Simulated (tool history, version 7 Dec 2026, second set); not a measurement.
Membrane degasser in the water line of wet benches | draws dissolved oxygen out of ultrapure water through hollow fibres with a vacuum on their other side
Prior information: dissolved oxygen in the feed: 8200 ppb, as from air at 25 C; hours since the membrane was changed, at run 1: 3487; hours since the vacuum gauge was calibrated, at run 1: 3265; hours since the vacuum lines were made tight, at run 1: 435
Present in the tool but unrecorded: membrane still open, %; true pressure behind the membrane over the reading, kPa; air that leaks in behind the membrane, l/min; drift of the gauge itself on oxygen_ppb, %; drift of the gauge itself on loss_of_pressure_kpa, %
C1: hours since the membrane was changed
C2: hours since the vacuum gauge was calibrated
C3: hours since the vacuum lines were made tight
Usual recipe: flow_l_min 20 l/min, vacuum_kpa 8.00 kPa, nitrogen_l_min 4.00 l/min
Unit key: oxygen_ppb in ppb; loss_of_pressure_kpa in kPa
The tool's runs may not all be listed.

{"run": 1, "day": 0.0, "flow_l_min": 20, "vacuum_kpa": 8.0, "nitrogen_l_min": 4.0, "C1": 3487, "C2": 3265, "C3": 435, "oxygen_ppb": 63.0, "loss_of_pressure_kpa": 69.08}
{"run": 2, "day": 4.025, "flow_l_min": 20, "vacuum_kpa": 8.0, "nitrogen_l_min": 4.0, "C1": 3583, "C2": 3361, "C3": 531, "oxygen_ppb": 62.0, "loss_of_pressure_kpa": 69.76}
{"run": 3, "day": 6.646, "flow_l_min": 20, "vacuum_kpa": 8.0, "nitrogen_l_min": 4.0, "C1": 3646, "C2": 3424, "C3": 594, "oxygen_ppb": 63.0, "loss_of_pressure_kpa": 69.73}
{"run": 4, "day": 10.246, "flow_l_min": 20, "vacuum_kpa": 8.0, "nitrogen_l_min": 3.08, "C1": 3732, "C2": 3511, "C3": 681, "oxygen_ppb": 78.9, "loss_of_pressure_kpa": 69.53}
{"run": 5, "day": 12.438, "flow_l_min": 20, "vacuum_kpa": 8.0, "nitrogen_l_min": 1.71, "C1": 3785, "C2": 3563, "C3": 733, "oxygen_ppb": 135.8, "loss_of_pressure_kpa": 69.02}
{"run": 6, "day": 14.396, "flow_l_min": 20, "vacuum_kpa": 8.0, "nitrogen_l_min": 1.71, "C1": 3832, "C2": 3610, "C3": 780, "oxygen_ppb": 137.5, "loss_of_pressure_kpa": 69.71}
{"run": 7, "day": 16.138, "flow_l_min": 20, "vacuum_kpa": 8.0, "nitrogen_l_min": 1.71, "C1": 3874, "C2": 3652, "C3": 822, "oxygen_ppb": 135.2, "loss_of_pressure_kpa": 69.49}
{"run": 8, "day": 18.85, "flow_l_min": 20, "vacuum_kpa": 8.0, "nitrogen_l_min": 1.71, "C1": 3939, "C2": 3717, "C3": 887, "oxygen_ppb": 135.4, "loss_of_pressure_kpa": 69.67}
{"run": 9, "day": 22.658, "flow_l_min": 20, "vacuum_kpa": 8.0, "nitrogen_l_min": 4.0, "C1": 4030, "C2": 3809, "C3": 979, "oxygen_ppb": 62.5, "loss_of_pressure_kpa": 69.75}
{"run": 10, "day": 25.667, "flow_l_min": 20, "vacuum_kpa": 8.0, "nitrogen_l_min": 4.0, "C1": 4102, "C2": 3881, "C3": 1051, "oxygen_ppb": 62.8, "loss_of_pressure_kpa": 69.83}
{"run": 11, "day": 28.112, "flow_l_min": 20, "vacuum_kpa": 8.0, "nitrogen_l_min": 4.0, "C1": 4161, "C2": 3939, "C3": 1109, "oxygen_ppb": 62.9, "loss_of_pressure_kpa": 69.5}
{"run": 12, "day": 30.079, "flow_l_min": 20, "vacuum_kpa": 8.0, "nitrogen_l_min": 6.54, "C1": 4208, "C2": 3987, "C3": 1157, "oxygen_ppb": 40.1, "loss_of_pressure_kpa": 69.73}
{"run": 13, "day": 33.167, "flow_l_min": 20, "vacuum_kpa": 8.0, "nitrogen_l_min": 4.0, "C1": 4283, "C2": 4061, "C3": 1231, "oxygen_ppb": 63.1, "loss_of_pressure_kpa": 69.77}
{"run": 14, "day": 36.8, "flow_l_min": 20, "vacuum_kpa": 8.0, "nitrogen_l_min": 4.0, "C1": 4370, "C2": 4148, "C3": 1318, "oxygen_ppb": 63.1, "loss_of_pressure_kpa": 70.14}
{"run": 15, "day": 38.971, "flow_l_min": 20, "vacuum_kpa": 8.0, "nitrogen_l_min": 4.0, "C1": 4422, "C2": 4200, "C3": 1370, "oxygen_ppb": 63.5, "loss_of_pressure_kpa": 70.01}
{"run": 16, "day": 42.688, "flow_l_min": 20, "vacuum_kpa": 8.0, "nitrogen_l_min": 4.42, "C1": 4511, "C2": 4289, "C3": 1459, "oxygen_ppb": 57.4, "loss_of_pressure_kpa": 70.2}
{"run": 17, "day": 46.188, "flow_l_min": 20, "vacuum_kpa": 8.0, "nitrogen_l_min": 4.42, "C1": 4595, "C2": 4373, "C3": 1543, "oxygen_ppb": 57.5, "loss_of_pressure_kpa": 69.97}
{"run": 18, "day": 50.0, "flow_l_min": 20, "vacuum_kpa": 9.36, "nitrogen_l_min": 2.34, "C1": 4687, "C2": 4465, "C3": 1635, "oxygen_ppb": 131.1, "loss_of_pressure_kpa": 69.69}
{"run": 19, "day": 53.142, "flow_l_min": 20, "vacuum_kpa": 9.36, "nitrogen_l_min": 2.34, "C1": 4762, "C2": 4540, "C3": 1710, "oxygen_ppb": 129.9, "loss_of_pressure_kpa": 70.57}
{"run": 20, "day": 56.25, "flow_l_min": 24, "vacuum_kpa": 7.99, "nitrogen_l_min": 3.96, "C1": 4836, "C2": 4615, "C3": 1785, "oxygen_ppb": 79.5, "loss_of_pressure_kpa": 84.62}
{"run": 21, "day": 59.679, "flow_l_min": 18, "vacuum_kpa": 8.0, "nitrogen_l_min": 9.91, "C1": 4919, "C2": 4697, "C3": 1867, "oxygen_ppb": 24.2, "loss_of_pressure_kpa": 63.15}
{"run": 22, "day": 62.762, "flow_l_min": 20, "vacuum_kpa": 4.96, "nitrogen_l_min": 4.0, "C1": 4993, "C2": 4771, "C3": 1941, "oxygen_ppb": 26.5, "loss_of_pressure_kpa": 70.54}
{"run": 23, "day": 65.921, "flow_l_min": 12, "vacuum_kpa": 15.53, "nitrogen_l_min": 5.62, "C1": 5069, "C2": 4847, "C3": 2017, "oxygen_ppb": 66.3, "loss_of_pressure_kpa": 42.53}
{"run": 24, "day": 67.967, "flow_l_min": 12, "vacuum_kpa": 15.53, "nitrogen_l_min": 5.62, "C1": 5118, "C2": 4896, "C3": 2066, "oxygen_ppb": 66.7, "loss_of_pressure_kpa": 42.35}
{"run": 25, "day": 69.888, "flow_l_min": 12, "vacuum_kpa": 15.53, "nitrogen_l_min": 5.62, "C1": 5164, "C2": 4942, "C3": 2112, "oxygen_ppb": 66.9, "loss_of_pressure_kpa": 42.26}

What does the tool deliver on the next run?
{"run": 26, "day": 71.962, "flow_l_min": 12, "vacuum_kpa": 15.53, "nitrogen_l_min": 5.62, "C1": 5214, "C2": 4992, "C3": 2162, "oxygen_ppb": "?", "loss_of_pressure_kpa": "?"}

oxygen_ppb: 66.6 ppb
loss_of_pressure_kpa: 42.06 kPa
Had the tool carried no hidden state, the very same run would have given oxygen_ppb 64.8 ppb, loss_of_pressure_kpa 39.94 kPa.

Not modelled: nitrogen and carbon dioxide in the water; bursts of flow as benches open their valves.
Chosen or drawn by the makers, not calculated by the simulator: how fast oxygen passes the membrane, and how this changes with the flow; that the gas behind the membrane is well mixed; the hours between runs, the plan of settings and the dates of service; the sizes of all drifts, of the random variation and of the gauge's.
